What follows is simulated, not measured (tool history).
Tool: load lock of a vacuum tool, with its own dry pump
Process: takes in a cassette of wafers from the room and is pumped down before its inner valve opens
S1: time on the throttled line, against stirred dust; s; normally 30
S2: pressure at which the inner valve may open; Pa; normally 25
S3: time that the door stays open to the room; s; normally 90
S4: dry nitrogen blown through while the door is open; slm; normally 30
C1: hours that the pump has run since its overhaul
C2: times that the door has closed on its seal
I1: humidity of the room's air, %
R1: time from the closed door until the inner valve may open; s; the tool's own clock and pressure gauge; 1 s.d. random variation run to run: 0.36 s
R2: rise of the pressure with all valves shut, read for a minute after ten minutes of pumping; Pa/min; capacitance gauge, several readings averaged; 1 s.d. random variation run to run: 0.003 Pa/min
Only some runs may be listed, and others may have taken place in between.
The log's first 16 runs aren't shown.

Run 17, hour 3841.5: usual settings but S4 10 slm; C1 8190; C2 36249; I1 45.2. Result: R1 66.1 s, R2 0.340 Pa/min.
Run 18, hour 4201.5: usual settings; C1 8550; C2 37052; I1 46.0. Result: R1 67.3 s, R2 0.343 Pa/min.
Run 19, hour 4429.3: usual settings; C1 8778; C2 37561; I1 42.3. Result: R1 67.2 s, R2 0.343 Pa/min.
Run 20, hour 4602.7: usual settings but S3 26 s, S4 5 slm; C1 8951; C2 37947; I1 44.3. Result: R1 67.0 s, R2 0.347 Pa/min.
Run 21, hour 4848.6: usual settings but S1 57 s; C1 9197; C2 38496; I1 42.6. Result: R1 86.2 s, R2 0.357 Pa/min.
Run 22, hour 5173.8: usual settings but S1 57 s; C1 9522; C2 39222; I1 46.3. Result: R1 86.4 s, R2 0.367 Pa/min.
Run 23, hour 5447.5: usual settings but S2 36 Pa, S3 113 s; C1 9796; C2 39832; I1 47.8. Result: R1 65.2 s, R2 0.373 Pa/min.
Run 24, hour 5629.3: usual settings but S2 45 Pa; C1 9978; C2 40238; I1 43.9. Result: R1 63.9 s, R2 0.377 Pa/min.
Run 25, hour 5895.5: usual settings but S2 23 Pa, S3 63 s; C1 10244; C2 40832; I1 47.7. Result: R1 68.0 s, R2 0.388 Pa/min.
Run 26, hour 6101.4: usual settings but S2 23 Pa, S3 63 s; C1 10450; C2 41291; I1 43.5. Result: R1 67.9 s, R2 0.401 Pa/min.
Run 27, hour 6256.4: usual settings but S1 17 s, S2 33 Pa; C1 10605; C2 41637; I1 44.4. Result: R1 56.8 s, R2 0.406 Pa/min.
Run 28, hour 6491.8: usual settings but S1 39 s, S3 38 s; C1 10840; C2 42162; I1 42.8. Result: R1 74.2 s, R2 0.399 Pa/min.
Run 29, hour 6797.6: usual settings but S1 34 s, S3 214 s; C1 11146; C2 42844; I1 42.7. Result: R1 70.6 s, R2 0.443 Pa/min.
Run 30, hour 6995.8: usual settings but S1 34 s, S3 214 s; C1 11344; C2 43287; I1 43.7. Result: R1 70.6 s, R2 0.434 Pa/min.
Run 31, hour 7323.7: usual settings but S1 59 s, S3 69 s; C1 11672; C2 44018; I1 47.5. Result: R1 88.9 s, R2 0.437 Pa/min.
Run 32, hour 7619.2: usual settings but S1 59 s, S3 69 s; C1 11967; C2 44678; I1 42.5. Result: R1 89.1 s, R2 0.456 Pa/min.
Run 33, hour 7839.8: usual settings but S1 59 s, S2 45 Pa, S3 105 s, S4 5 slm; C1 12188; C2 45170; I1 45.3. Result: R1 85.1 s, R2 0.486 Pa/min.
Run 34, hour 8117.0: usual settings but S1 59 s, S2 45 Pa, S3 105 s, S4 5 slm; C1 12465; C2 45788; I1 44.8. Result: R1 85.5 s, R2 0.482 Pa/min.
Run 35, hour 8472.9: usual settings but S1 59 s, S2 45 Pa, S3 105 s, S4 5 slm; C1 12821; C2 46582; I1 44.8. Result: R1 84.9 s, R2 0.495 Pa/min.
Run 36, hour 8822.2: usual settings but S1 27 s, S2 43 Pa, S4 7 slm; C1 13170; C2 47362; I1 45.1. Result: R1 62.3 s, R2 0.506 Pa/min.

Alternative continuations, all from the tool just after run 36; predict every row:
At hour 8995.4: door's seal changed, seat wiped.
Run A, hour 9180.9: usual settings but S1 55 s, S2 18 Pa, S4 21 slm; C1 13528; C2 414; I1 42.5. Result: R1 ?, R2 ?.
At hour 8995.4: door's seal changed, seat wiped.
Run B, hour 9180.9: usual settings but S1 20 s, S2 30 Pa, S4 23 slm; C1 13528; C2 414; I1 44.3. Result: R1 ?, R2 ?.
At hour 8995.4: door's seal changed, seat wiped.
Run C, hour 9180.9: usual settings but S3 43 s; C1 13528; C2 414; I1 45.9. Result: R1 ?, R2 ?.

run    R1     R2
  A  88.1  0.037
  B  60.4  0.036
  C  67.8  0.021
The same runs, with their run-to-run variation unchanged, on a tool lacking any hidden condition would have given:
run    R1     R2
  A  84.5  0.035
  B  56.1  0.034
  C  63.8  0.020
